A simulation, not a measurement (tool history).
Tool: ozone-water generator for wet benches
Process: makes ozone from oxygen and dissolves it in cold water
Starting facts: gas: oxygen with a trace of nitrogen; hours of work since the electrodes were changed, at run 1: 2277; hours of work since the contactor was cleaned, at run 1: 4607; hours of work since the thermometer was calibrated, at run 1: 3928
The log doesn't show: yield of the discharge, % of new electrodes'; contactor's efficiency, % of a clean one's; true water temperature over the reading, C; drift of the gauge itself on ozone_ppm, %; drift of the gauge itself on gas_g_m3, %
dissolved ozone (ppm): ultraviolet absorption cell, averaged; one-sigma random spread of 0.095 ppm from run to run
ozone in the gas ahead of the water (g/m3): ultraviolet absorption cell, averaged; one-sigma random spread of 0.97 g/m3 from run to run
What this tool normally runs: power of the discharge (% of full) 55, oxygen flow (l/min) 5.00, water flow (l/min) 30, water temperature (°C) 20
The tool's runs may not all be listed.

| run | hour | power of the discharge (% of full) | oxygen flow (l/min) | water flow (l/min) | water temperature (°C) | hours of work since the electrodes were changed | hours of work since the contactor was cleaned | hours of work since the thermometer was calibrated | dissolved ozone (ppm) | ozone in the gas ahead of the water (g/m3) |
|---|---|---|---|---|---|---|---|---|---|---|
| 1 | 0.0 | 55 | 5.00 | 30 | 20 | 2277 | 4607 | 3928 | 10.09 | 159.7 |
| 2 | 116.9 | 55 | 5.00 | 30 | 20 | 2347 | 4678 | 3998 | 10.06 | 161.1 |
|  | 139.5 | water thermometer calibrated |
| 3 | 303.8 | 55 | 5.00 | 30 | 20 | 2460 | 4790 | 99 | 10.12 | 159.8 |
| 4 | 506.7 | 55 | 5.00 | 30 | 20 | 2582 | 4913 | 221 | 10.16 | 160.0 |
| 5 | 605.0 | 55 | 5.00 | 30 | 20 | 2641 | 4972 | 281 | 9.99 | 159.9 |
| 6 | 735.3 | 55 | 7.35 | 30 | 20 | 2720 | 5050 | 359 | 10.36 | 132.1 |
| 7 | 859.7 | 55 | 7.35 | 30 | 20 | 2795 | 5125 | 434 | 10.48 | 130.0 |
| 8 | 1060.4 | 55 | 7.35 | 30 | 20 | 2916 | 5246 | 555 | 10.39 | 130.3 |
| 9 | 1167.0 | 55 | 7.35 | 20 | 20 | 2980 | 5311 | 619 | 14.94 | 129.6 |
| 10 | 1252.8 | 55 | 7.35 | 20 | 20 | 3032 | 5362 | 671 | 14.77 | 128.5 |
| 11 | 1391.5 | 55 | 7.35 | 22 | 20 | 3115 | 5446 | 755 | 13.84 | 128.5 |
| 12 | 1522.4 | 55 | 7.35 | 23 | 20 | 3194 | 5525 | 834 | 13.28 | 131.3 |
| 13 | 1609.0 | 55 | 7.35 | 23 | 20 | 3247 | 5577 | 886 | 13.25 | 129.9 |
| 14 | 1778.4 | 55 | 7.35 | 23 | 20 | 3349 | 5679 | 988 | 13.09 | 130.2 |
|  | 1865.4 | contactor cleaned |
| 15 | 1942.9 | 93 | 5.00 | 30 | 20 | 3445 | 47 | 1085 | 16.19 | 245.1 |
| 16 | 2146.3 | 70 | 5.00 | 42 | 20 | 3568 | 169 | 1208 | 8.69 | 191.3 |
| 17 | 2305.4 | 89 | 8.73 | 42 | 20 | 3664 | 265 | 1303 | 11.50 | 175.1 |
| 18 | 2445.2 | 55 | 8.98 | 30 | 20 | 3748 | 350 | 1388 | 10.83 | 115.7 |
| 19 | 2547.1 | 55 | 8.99 | 18 | 21 | 3810 | 411 | 1449 | 16.17 | 117.4 |
| 20 | 2742.0 | 86 | 3.38 | 43 | 25 | 3927 | 528 | 1567 | 8.65 | 277.7 |
| 21 | 2925.6 | 78 | 5.00 | 21 | 20 | 4038 | 639 | 1677 | 19.68 | 206.7 |
| 22 | 3038.4 | 55 | 5.00 | 27 | 14 | 4106 | 707 | 1745 | 12.33 | 156.6 |
| 23 | 3160.5 | 41 | 5.00 | 27 | 26 | 4180 | 781 | 1819 | 8.39 | 123.4 |
| 24 | 3332.3 | 61 | 5.00 | 30 | 19 | 4283 | 884 | 1923 | 11.25 | 167.9 |
| 25 | 3428.9 | 61 | 5.00 | 30 | 19 | 4341 | 943 | 1981 | 11.06 | 169.4 |
| 26 | 3560.4 | 55 | 3.83 | 30 | 15 | 4421 | 1022 | 2060 | 10.21 | 176.6 |
| 27 | 3645.3 | 86 | 7.59 | 27 | 19 | 4472 | 1073 | 2111 | 17.14 | 180.7 |
| 28 | 3811.6 | 86 | 7.59 | 27 | 19 | 4572 | 1173 | 2212 | 17.15 | 180.5 |
| 29 | 3922.5 | 89 | 4.34 | 42 | 15 | 4639 | 1240 | 2278 | 10.30 | 247.2 |

5 ways to go on from here, each from the tool as it stands after run 29. What would each give?
| A | 4095.2 | 55 | 2.98 | 20 | 20 | 4743 | 1344 | 2382 | ? | ? |
| B | 4095.2 | 89 | 4.34 | 18 | 15 | 4743 | 1344 | 2382 | ? | ? |
| C | 4095.2 | 50 | 5.00 | 41 | 22 | 4743 | 1344 | 2382 | ? | ? |
| D | 4095.2 | 67 | 5.00 | 34 | 26 | 4743 | 1344 | 2382 | ? | ? |
| E | 4095.2 | 89 | 3.17 | 39 | 15 | 4743 | 1344 | 2382 | ? | ? |

| run | dissolved ozone (ppm) | ozone in the gas ahead of the water (g/m3) |
|---|---|---|
| A | 14.45 | 199.7 |
| B | 26.32 | 243.4 |
| C | 6.43 | 144.5 |
| D | 9.82 | 182.5 |
| E | 10.21 | 288.7 |
Without the tool's unlogged condition, the same runs would have read:
| run | dissolved ozone (ppm) | ozone in the gas ahead of the water (g/m3) |
|---|---|---|
| A | 15.78 | 214.5 |
| B | 29.75 | 271.2 |
| C | 7.01 | 154.0 |
| D | 10.91 | 198.9 |
| E | 11.64 | 321.6 |

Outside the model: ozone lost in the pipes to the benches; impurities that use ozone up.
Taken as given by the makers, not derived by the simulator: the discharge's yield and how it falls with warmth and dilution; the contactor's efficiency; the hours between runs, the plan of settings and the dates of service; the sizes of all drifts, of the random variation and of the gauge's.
